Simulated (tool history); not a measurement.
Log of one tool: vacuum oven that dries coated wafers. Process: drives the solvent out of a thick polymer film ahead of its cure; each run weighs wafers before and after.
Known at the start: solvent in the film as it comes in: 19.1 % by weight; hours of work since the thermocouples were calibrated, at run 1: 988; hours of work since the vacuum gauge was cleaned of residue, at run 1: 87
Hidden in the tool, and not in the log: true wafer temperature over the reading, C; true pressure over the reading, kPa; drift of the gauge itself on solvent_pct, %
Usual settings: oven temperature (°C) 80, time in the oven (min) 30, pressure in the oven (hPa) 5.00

run,hour,oven temperature (°C),time in the oven (min),pressure in the oven (hPa),hours of work since the thermocouples were calibrated,hours of work since the vacuum gauge was cleaned of residue,solvent left in the film (%)
1,0.0,80,30,5.00,988,87,1.46
2,30.4,80,30,5.00,1007,105,1.31
3,57.4,80,30,5.00,1023,122,1.53
4,88.7,80,30,5.00,1043,142,1.37
5,126.0,80,44,5.00,1066,165,0.83
6,174.2,80,44,5.00,1096,194,0.90
7,199.9,80,30,12.66,1111,210,2.46
8,224.8,95,30,5.00,1127,226,0.42
9,251.6,80,30,5.00,1144,242,1.40
10,297.9,80,30,5.00,1172,271,1.50
11,335.9,80,30,5.00,1196,294,1.52
12,374.3,80,30,5.00,1219,318,1.49
13,419.3,65,30,5.00,1247,346,7.16
14,468.5,65,30,5.00,1278,376,7.27
15,508.5,65,30,5.00,1302,401,7.43
# hour 523.6: oven's thermocouples calibrated
16,540.7,65,30,5.00,11,420,6.67
17,580.9,80,30,6.28,35,445,1.51
18,626.6,80,30,6.28,64,473,1.43
19,671.7,80,30,6.28,92,501,1.47
20,702.3,80,30,6.28,111,520,1.44
21,742.2,80,30,6.28,135,545,1.36
22,790.3,80,30,6.28,165,574,1.52
23,822.8,80,30,3.78,185,594,1.23
24,860.0,80,30,3.78,208,617,1.08
25,897.7,80,30,3.78,231,641,1.28
26,920.0,90,24,17.32,245,655,1.68
27,948.6,80,30,7.46,263,672,1.76
28,992.6,88,16,7.46,290,699,1.48
29,1026.5,88,16,7.46,311,720,1.51
30,1070.0,88,16,7.46,338,747,1.47
31,1101.8,88,16,7.46,358,767,1.41
32,1149.3,74,30,17.43,387,796,4.81
33,1176.9,74,30,17.43,404,814,4.93
34,1222.0,70,30,17.23,432,841,6.46
35,1259.7,84,30,17.23,455,865,2.29
36,1294.1,84,30,17.23,477,886,2.34
37,1330.8,94,30,5.14,499,909,0.51
38,1375.1,94,30,5.14,527,936,0.65
39,1423.6,93,30,7.95,557,966,0.77
40,1451.7,93,30,7.95,574,984,0.77
41,1492.8,84,30,3.06,600,1009,0.81
42,1524.9,84,30,3.06,619,1029,0.83
43,1565.3,73,41,19.86,644,1054,4.76
44,1610.4,75,41,19.86,672,1082,4.11
45,1646.9,87,38,7.87,695,1104,1.09
46,1686.5,67,30,19.27,719,1129,8.61

5 ways to go on from here, each from the tool as it stands after run 46. What would each give?
A,1715.1,92,30,19.27,737,1146,?
B,1715.1,67,38,19.27,737,1146,?
C,1715.1,88,17,19.27,737,1146,?
D,1715.1,91,30,5.00,737,1146,?
E,1715.1,72,22,7.01,737,1146,?

run,solvent left in the film (%)
A,1.83
B,7.51
C,2.50
D,0.68
E,5.87
Without the tool's hidden state the same runs would have given:
run,solvent left in the film (%)
A,1.58
B,6.73
C,2.14
D,0.44
E,5.21
